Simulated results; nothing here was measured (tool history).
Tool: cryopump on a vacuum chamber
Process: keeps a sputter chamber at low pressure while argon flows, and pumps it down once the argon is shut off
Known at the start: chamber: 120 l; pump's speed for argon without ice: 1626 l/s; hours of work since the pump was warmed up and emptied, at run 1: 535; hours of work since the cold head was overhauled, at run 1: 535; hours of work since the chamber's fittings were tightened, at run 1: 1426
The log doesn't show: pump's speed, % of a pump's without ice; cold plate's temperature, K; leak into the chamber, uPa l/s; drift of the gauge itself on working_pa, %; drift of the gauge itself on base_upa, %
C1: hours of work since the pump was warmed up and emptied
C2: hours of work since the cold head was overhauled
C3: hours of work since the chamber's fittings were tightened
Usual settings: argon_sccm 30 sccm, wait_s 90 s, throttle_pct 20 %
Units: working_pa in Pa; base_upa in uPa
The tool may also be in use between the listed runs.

Run 1, day 0.000: usual settings; C1 535; C2 535; C3 1426. Result: working_pa 0.1604 Pa, base_upa 1.56 uPa.
Run 2, day 2.325: usual settings but wait_s 276 s; C1 560; C2 560; C3 1451. Result: working_pa 0.1610 Pa, base_upa 1.41 uPa.
Run 3, day 4.558: usual settings but wait_s 276 s; C1 584; C2 584; C3 1475. Result: working_pa 0.1611 Pa, base_upa 1.41 uPa.
Run 4, day 7.646: usual settings but argon_sccm 39 sccm; C1 616; C2 616; C3 1507. Result: working_pa 0.2114 Pa, base_upa 1.66 uPa.
Run 5, day 10.575: usual settings but argon_sccm 59 sccm; C1 647; C2 647; C3 1539. Result: working_pa 0.3200 Pa, base_upa 1.66 uPa.
Run 6, day 13.742: usual settings but argon_sccm 12 sccm; C1 681; C2 681; C3 1572. Result: working_pa 0.0650 Pa, base_upa 1.74 uPa.
Run 7, day 15.200: usual settings but argon_sccm 12 sccm; C1 696; C2 696; C3 1588. Result: working_pa 0.0647 Pa, base_upa 1.78 uPa.
Run 8, day 17.158: usual settings but argon_sccm 12 sccm, throttle_pct 22 %; C1 717; C2 717; C3 1608. Result: working_pa 0.0604 Pa, base_upa 1.72 uPa.
Run 9, day 19.458: usual settings; C1 742; C2 742; C3 1633. Result: working_pa 0.1639 Pa, base_upa 1.81 uPa.
Run 10, day 21.125: usual settings; C1 759; C2 759; C3 1650. Result: working_pa 0.1645 Pa, base_upa 1.82 uPa.
Run 11, day 23.629: usual settings; C1 786; C2 786; C3 1677. Result: working_pa 0.1650 Pa, base_upa 1.86 uPa.
Run 12, day 25.267: usual settings; C1 803; C2 803; C3 1694. Result: working_pa 0.1640 Pa, base_upa 1.86 uPa.
Run 13, day 27.083: usual settings; C1 822; C2 822; C3 1714. Result: working_pa 0.1653 Pa, base_upa 1.87 uPa.
Run 14, day 29.400: usual settings but wait_s 47 s; C1 847; C2 847; C3 1738. Result: working_pa 0.1633 Pa, base_upa 2.20 uPa.
Run 15, day 31.404: usual settings but wait_s 35 s; C1 868; C2 868; C3 1759. Result: working_pa 0.1636 Pa, base_upa 2.41 uPa.
Run 16, day 34.904: usual settings but wait_s 33 s; C1 905; C2 905; C3 1797. Result: working_pa 0.1649 Pa, base_upa 2.40 uPa.
Run 17, day 37.746: usual settings but wait_s 33 s; C1 936; C2 936; C3 1827. Result: working_pa 0.1648 Pa, base_upa 2.55 uPa.
Run 18, day 39.654: usual settings but wait_s 141 s; C1 956; C2 956; C3 1847. Result: working_pa 0.1639 Pa, base_upa 1.97 uPa.
At day 41.388: pump warmed up, emptied and cooled again.
Run 19, day 42.833: usual settings but argon_sccm 14 sccm, wait_s 36 s, throttle_pct 24 %; C1 15; C2 987; C3 1878. Result: working_pa 0.0613 Pa, base_upa 2.11 uPa.
Run 20, day 44.392: usual settings but argon_sccm 14 sccm, wait_s 36 s, throttle_pct 24 %; C1 32; C2 1004; C3 1895. Result: working_pa 0.0606 Pa, base_upa 2.09 uPa.
Run 21, day 47.454: usual settings but wait_s 27 s; C1 64; C2 1036; C3 1927. Result: working_pa 0.1571 Pa, base_upa 2.43 uPa.
Run 22, day 50.342: usual settings but argon_sccm 41 sccm, wait_s 54 s, throttle_pct 29 %; C1 95; C2 1067; C3 1958. Result: working_pa 0.1491 Pa, base_upa 2.02 uPa.
Run 23, day 52.892: usual settings but argon_sccm 46 sccm, wait_s 77 s, throttle_pct 43 %; C1 122; C2 1094; C3 1985. Result: working_pa 0.1126 Pa, base_upa 1.89 uPa.
Run 24, day 54.808: usual settings but argon_sccm 22 sccm, wait_s 36 s, throttle_pct 21 %; C1 142; C2 1114; C3 2005. Result: working_pa 0.1089 Pa, base_upa 2.22 uPa.
Run 25, day 56.325: usual settings but wait_s 208 s, throttle_pct 54 %; C1 158; C2 1130; C3 2021. Result: working_pa 0.0581 Pa, base_upa 1.69 uPa.
Run 26, day 58.333: usual settings but wait_s 208 s, throttle_pct 54 %; C1 180; C2 1152; C3 2043. Result: working_pa 0.0600 Pa, base_upa 1.75 uPa.
Run 27, day 61.067: usual settings but wait_s 208 s, throttle_pct 54 %; C1 209; C2 1181; C3 2072. Result: working_pa 0.0605 Pa, base_upa 1.73 uPa.
Run 28, day 62.642: usual settings but argon_sccm 21 sccm, wait_s 208 s, throttle_pct 16 %; C1 225; C2 1197; C3 2088. Result: working_pa 0.1385 Pa, base_upa 1.77 uPa.
Run 29, day 64.879: usual settings but argon_sccm 13 sccm, wait_s 240 s, throttle_pct 38 %; C1 249; C2 1221; C3 2112. Result: working_pa 0.0356 Pa, base_upa 1.76 uPa.
Run 30, day 67.900: usual settings but argon_sccm 60 sccm, throttle_pct 17 %; C1 281; C2 1253; C3 2144. Result: working_pa 0.3711 Pa, base_upa 2.01 uPa.
Run 31, day 70.283: usual settings but argon_sccm 40 sccm; C1 306; C2 1278; C3 2169. Result: working_pa 0.2122 Pa, base_upa 2.04 uPa.
Run 32, day 73.512: usual settings but wait_s 72 s, throttle_pct 19 %; C1 341; C2 1313; C3 2204. Result: working_pa 0.1670 Pa, base_upa 2.14 uPa.
Run 33, day 74.942: usual settings but argon_sccm 32 sccm, wait_s 258 s, throttle_pct 37 %; C1 356; C2 1328; C3 2219. Result: working_pa 0.0940 Pa, base_upa 1.85 uPa.
At day 76.212: leaking fittings of the chamber tightened, without venting.
Run 34, day 77.675: usual settings but argon_sccm 32 sccm, wait_s 258 s, throttle_pct 37 %; C1 384; C2 1356; C3 15. Result: working_pa 0.0932 Pa, base_upa 0.32 uPa.

Forecast each of these 4 alternatives for the next run:
Run A, day 80.971: usual settings but argon_sccm 58 sccm, wait_s 35 s, throttle_pct 42 %; C1 419; C2 1391; C3 50. Result: working_pa ?, base_upa ?.
Run B, day 80.971: usual settings but wait_s 197 s, throttle_pct 16 %; C1 419; C2 1391; C3 50. Result: working_pa ?, base_upa ?.
Run C, day 80.971: usual settings but argon_sccm 31 sccm, wait_s 285 s; C1 419; C2 1391; C3 50. Result: working_pa ?, base_upa ?.
Run D, day 80.971: usual settings but argon_sccm 32 sccm, wait_s 258 s, throttle_pct 50 %; C1 419; C2 1391; C3 50. Result: working_pa ?, base_upa ?.

run  working_pa  base_upa
  A      0.1502      0.97
  B      0.1997      0.37
  C      0.1670      0.34
  D      0.0719      0.35
Without the tool's hidden state the same runs would have given:
run  working_pa  base_upa
  A      0.1422      0.91
  B      0.1955      0.31
  C      0.1627      0.28
  D      0.0674      0.29

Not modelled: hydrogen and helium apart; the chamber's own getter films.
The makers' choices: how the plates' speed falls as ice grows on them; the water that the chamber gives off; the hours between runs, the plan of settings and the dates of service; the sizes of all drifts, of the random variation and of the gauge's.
